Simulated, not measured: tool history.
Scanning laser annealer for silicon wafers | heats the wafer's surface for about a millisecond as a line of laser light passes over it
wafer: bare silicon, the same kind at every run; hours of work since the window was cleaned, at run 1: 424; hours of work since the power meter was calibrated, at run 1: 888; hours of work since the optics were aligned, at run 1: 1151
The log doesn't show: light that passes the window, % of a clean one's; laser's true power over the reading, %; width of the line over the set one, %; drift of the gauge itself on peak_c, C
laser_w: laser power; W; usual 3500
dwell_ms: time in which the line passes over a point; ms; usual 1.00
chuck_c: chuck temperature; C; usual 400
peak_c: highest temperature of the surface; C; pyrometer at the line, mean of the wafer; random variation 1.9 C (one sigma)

run,hour,laser_w,dwell_ms,chuck_c,hours of work since the window was cleaned,hours of work since the power meter was calibrated,hours of work since the optics were aligned,peak_c
1,0.0,3500,1.00,400,424,888,1151,1141
2,42.7,3500,1.00,400,448,912,1175,1138
3,72.8,3149,1.00,400,464,928,1192,1061
4,112.5,3500,0.71,400,487,950,1214,1019
5,168.8,3500,1.00,434,518,982,1245,1160
# hour 188.8: window over the wafer cleaned
6,213.1,3500,1.00,434,14,1005,1269,1202
7,237.7,3500,1.00,434,27,1019,1282,1200
8,281.3,3500,1.00,434,52,1043,1307,1197
# hour 308.4: optics aligned, line set to its width
9,317.9,3500,1.00,434,69,1061,5,1204
10,362.2,3500,1.00,434,94,1086,30,1204
11,415.5,3500,1.00,434,124,1115,60,1200
12,447.3,3500,1.00,400,141,1133,77,1167
13,497.3,3500,1.00,400,169,1161,105,1161
14,527.8,3500,1.00,400,186,1178,122,1162
15,553.5,3500,1.00,400,200,1192,137,1160
16,597.7,3500,1.00,362,225,1217,161,1120
17,643.1,3500,1.00,400,250,1242,187,1152
18,685.5,3593,0.82,377,274,1266,210,1078
19,734.4,3607,1.20,401,301,1293,237,1251
20,768.4,3799,1.01,390,320,1312,256,1208
21,796.2,3804,0.94,400,336,1328,272,1192
22,844.2,3766,0.83,394,362,1354,299,1129

Forecast run 23:
23,884.1,3709,1.17,405,385,1377,321,?

{"run 23": {"peak_c": 1254}}
Without the tool's hidden state the same run would have given peak_c 1299 C.

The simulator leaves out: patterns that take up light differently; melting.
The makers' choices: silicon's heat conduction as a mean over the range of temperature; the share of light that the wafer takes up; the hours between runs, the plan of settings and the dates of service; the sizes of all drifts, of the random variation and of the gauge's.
